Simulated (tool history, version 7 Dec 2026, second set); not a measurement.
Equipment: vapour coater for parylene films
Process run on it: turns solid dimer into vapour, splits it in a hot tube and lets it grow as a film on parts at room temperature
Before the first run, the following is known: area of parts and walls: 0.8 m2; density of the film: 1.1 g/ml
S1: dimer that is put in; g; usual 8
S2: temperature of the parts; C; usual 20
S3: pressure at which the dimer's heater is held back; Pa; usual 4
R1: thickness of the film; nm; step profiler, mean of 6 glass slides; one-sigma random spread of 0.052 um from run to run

run	day	S1	S2	S3	R1
1	0	8	20	4	5470
2	1.362	8	20	4	5470
3	2.283	8	20	4	5380
4	3.288	8	20	4	5480
5	5.35	8	20	4	5360
6	7.396	8	20	4	5360
7	9.612	8	20	4	5260
# day 10.529: trap's valve overhauled
8	11.512	4	20	4	3030
9	12.558	8	20	4	5880
10	14.275	8	20	2.78	6420
11	15.883	6	12	3.17	6190
12	17.733	4	23	3.03	2850
13	19.533	4	23	3.03	2790
14	21.558	6	26	3.3	3650
15	23.158	5	21	2.53	3870
16	24.371	5	21	2.53	3830
17	26.288	8	20	7.83	4860
18	28.267	8	20	7.83	4910

Branching from run 18: 4 alternative next runs. What would each branch give?
A	30.417	10	14	4	?
B	30.417	13	12	7.14	?
C	30.417	8	25	5.56	?
D	30.417	8	20	11.72	?

run	R1
A	8830
B	10520
C	4400
D	4440
The same runs, with their run-to-run variation unchanged, on a tool lacking any hidden condition would have given:
run	R1
A	9280
B	11060
C	4620
D	4670

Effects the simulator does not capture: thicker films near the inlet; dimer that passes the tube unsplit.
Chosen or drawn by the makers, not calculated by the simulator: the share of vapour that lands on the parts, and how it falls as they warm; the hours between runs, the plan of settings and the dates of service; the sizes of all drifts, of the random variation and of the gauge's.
